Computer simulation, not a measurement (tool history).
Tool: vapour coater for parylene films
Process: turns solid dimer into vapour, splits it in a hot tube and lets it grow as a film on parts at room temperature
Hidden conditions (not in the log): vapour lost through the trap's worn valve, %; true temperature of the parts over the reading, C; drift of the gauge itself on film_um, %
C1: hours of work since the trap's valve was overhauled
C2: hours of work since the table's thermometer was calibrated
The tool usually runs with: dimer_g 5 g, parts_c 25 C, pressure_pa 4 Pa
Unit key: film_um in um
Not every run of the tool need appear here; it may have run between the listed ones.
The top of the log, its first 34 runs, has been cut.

run 35 hour=1604.8 | dimer_g=4 parts_c=22 pressure_pa=8.79 | C1=532 C2=560 | film_um=2.05
run 36 hour=1650.8 | dimer_g=4 parts_c=22 pressure_pa=8.79 | C1=571 C2=600 | film_um=2.03
run 37 hour=1684 | dimer_g=5 parts_c=25 pressure_pa=5.09 | C1=600 C2=629 | film_um=2.64
run 38 hour=1731.3 | dimer_g=7 parts_c=25 pressure_pa=4 | C1=641 C2=669 | film_um=3.86
-- hour=1756.3 trap's valve overhauled
run 39 hour=1775 | dimer_g=7 parts_c=25 pressure_pa=4 | C1=16 C2=704 | film_um=4.17
run 40 hour=1831.8 | dimer_g=7 parts_c=23 pressure_pa=11.17 | C1=65 C2=753 | film_um=3.5
run 41 hour=1869.7 | dimer_g=7 parts_c=23 pressure_pa=11.17 | C1=98 C2=786 | film_um=3.51
run 42 hour=1907.3 | dimer_g=7 parts_c=23 pressure_pa=11.17 | C1=130 C2=818 | film_um=3.53
run 43 hour=1939.9 | dimer_g=2 parts_c=25 pressure_pa=11.88 | C1=159 C2=846 | film_um=0.95
run 44 hour=1993 | dimer_g=7 parts_c=25 pressure_pa=4 | C1=205 C2=892 | film_um=4.09
run 45 hour=2027.7 | dimer_g=7 parts_c=25 pressure_pa=4 | C1=235 C2=922 | film_um=4.07
run 46 hour=2074.3 | dimer_g=7 parts_c=25 pressure_pa=4 | C1=275 C2=962 | film_um=4.05

Branching from run 46: 3 alternative next runs. What would each branch give?
run A hour=2129.4 | dimer_g=2 parts_c=29 pressure_pa=3.06 | C1=322 C2=1010 | film_um=?
run B hour=2129.4 | dimer_g=5 parts_c=25 pressure_pa=10.13 | C1=322 C2=1010 | film_um=?
run C hour=2129.4 | dimer_g=4 parts_c=25 pressure_pa=4 | C1=322 C2=1010 | film_um=?

run=A film_um=1.11
run=B film_um=2.41
run=C film_um=2.3
Take away the tool's hidden state, keep each run's random variation, and the runs would have read:
run=A film_um=1.13
run=B film_um=2.46
run=C film_um=2.35

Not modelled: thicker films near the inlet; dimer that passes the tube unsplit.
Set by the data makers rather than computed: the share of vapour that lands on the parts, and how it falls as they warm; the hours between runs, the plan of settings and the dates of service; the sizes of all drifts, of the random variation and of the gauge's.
